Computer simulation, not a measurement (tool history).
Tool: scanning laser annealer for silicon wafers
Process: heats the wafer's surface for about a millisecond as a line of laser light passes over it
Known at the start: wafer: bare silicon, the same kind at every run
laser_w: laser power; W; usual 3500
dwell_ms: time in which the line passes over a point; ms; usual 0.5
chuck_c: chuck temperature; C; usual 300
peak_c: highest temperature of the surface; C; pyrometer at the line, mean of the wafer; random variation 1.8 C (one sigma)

run 1 hour=0 | laser_w=3500 dwell_ms=0.5 chuck_c=300 | peak_c=1061
run 2 hour=36.3 | laser_w=3500 dwell_ms=0.5 chuck_c=306 | peak_c=1066
run 3 hour=79.9 | laser_w=3500 dwell_ms=0.438 chuck_c=300 | peak_c=1010
run 4 hour=105.9 | laser_w=3500 dwell_ms=0.438 chuck_c=300 | peak_c=1014
run 5 hour=130.5 | laser_w=3500 dwell_ms=0.5 chuck_c=300 | peak_c=1065
run 6 hour=161.1 | laser_w=3500 dwell_ms=0.371 chuck_c=300 | peak_c=956
run 7 hour=186.4 | laser_w=3500 dwell_ms=0.371 chuck_c=300 | peak_c=953
run 8 hour=240.9 | laser_w=3500 dwell_ms=0.371 chuck_c=300 | peak_c=955
run 9 hour=295.1 | laser_w=3500 dwell_ms=0.371 chuck_c=300 | peak_c=951
run 10 hour=321.7 | laser_w=3500 dwell_ms=0.5 chuck_c=300 | peak_c=1062
run 11 hour=347.1 | laser_w=3500 dwell_ms=0.5 chuck_c=300 | peak_c=1060
run 12 hour=391.4 | laser_w=3500 dwell_ms=0.5 chuck_c=300 | peak_c=1062
run 13 hour=425 | laser_w=3500 dwell_ms=0.5 chuck_c=300 | peak_c=1065
run 14 hour=448.2 | laser_w=3500 dwell_ms=0.5 chuck_c=300 | peak_c=1063
run 15 hour=500 | laser_w=3500 dwell_ms=0.5 chuck_c=300 | peak_c=1067
run 16 hour=542.1 | laser_w=3669 dwell_ms=0.5 chuck_c=300 | peak_c=1101
run 17 hour=595.1 | laser_w=3500 dwell_ms=0.5 chuck_c=270 | peak_c=1033
run 18 hour=629.1 | laser_w=3500 dwell_ms=0.561 chuck_c=300 | peak_c=1113
run 19 hour=673.3 | laser_w=3500 dwell_ms=0.561 chuck_c=300 | peak_c=1108
run 20 hour=696.5 | laser_w=3500 dwell_ms=0.5 chuck_c=300 | peak_c=1062
run 21 hour=742.8 | laser_w=3500 dwell_ms=0.5 chuck_c=300 | peak_c=1063
run 22 hour=777.5 | laser_w=3050 dwell_ms=0.522 chuck_c=297 | peak_c=986
run 23 hour=822.7 | laser_w=3050 dwell_ms=0.522 chuck_c=297 | peak_c=981
run 24 hour=862.4 | laser_w=3500 dwell_ms=0.606 chuck_c=296 | peak_c=1139
-- hour=882 window over the wafer cleaned
run 25 hour=894 | laser_w=3500 dwell_ms=0.606 chuck_c=296 | peak_c=1141
run 26 hour=946.8 | laser_w=3218 dwell_ms=0.564 chuck_c=300 | peak_c=1050
run 27 hour=996.8 | laser_w=3218 dwell_ms=0.564 chuck_c=300 | peak_c=1055
run 28 hour=1030.2 | laser_w=3218 dwell_ms=0.564 chuck_c=300 | peak_c=1050
run 29 hour=1056.1 | laser_w=3616 dwell_ms=0.492 chuck_c=308 | peak_c=1089
run 30 hour=1090.2 | laser_w=3616 dwell_ms=0.492 chuck_c=308 | peak_c=1091
run 31 hour=1118.6 | laser_w=3357 dwell_ms=0.398 chuck_c=278 | peak_c=929
run 32 hour=1145.4 | laser_w=3357 dwell_ms=0.398 chuck_c=278 | peak_c=929
run 33 hour=1180.2 | laser_w=2994 dwell_ms=0.568 chuck_c=300 | peak_c=1006
run 34 hour=1222.8 | laser_w=3665 dwell_ms=0.389 chuck_c=300 | peak_c=1000
run 35 hour=1251.8 | laser_w=3764 dwell_ms=0.38 chuck_c=329 | peak_c=1039
run 36 hour=1288.1 | laser_w=3734 dwell_ms=0.451 chuck_c=282 | peak_c=1049
run 37 hour=1321.1 | laser_w=3734 dwell_ms=0.451 chuck_c=282 | peak_c=1048
run 38 hour=1347.3 | laser_w=3462 dwell_ms=0.5 chuck_c=300 | peak_c=1057
run 39 hour=1388 | laser_w=3016 dwell_ms=0.5 chuck_c=300 | peak_c=968
run 40 hour=1421.6 | laser_w=3016 dwell_ms=0.5 chuck_c=300 | peak_c=968
run 41 hour=1462.1 | laser_w=3403 dwell_ms=0.526 chuck_c=300 | peak_c=1066
run 42 hour=1498.9 | laser_w=3500 dwell_ms=0.5 chuck_c=309 | peak_c=1074

3 ways to go on from here, each from the tool as it stands after run 42. What would each give?
run A hour=1546.1 | laser_w=3500 dwell_ms=0.5 chuck_c=322 | peak_c=?
run B hour=1546.1 | laser_w=3038 dwell_ms=0.5 chuck_c=271 | peak_c=?
run C hour=1546.1 | laser_w=3224 dwell_ms=0.5 chuck_c=281 | peak_c=?

run=A peak_c=1084
run=B peak_c=944
run=C peak_c=993
Without the tool's hidden state the same runs would have given:
run=A peak_c=1084
run=B peak_c=944
run=C peak_c=993
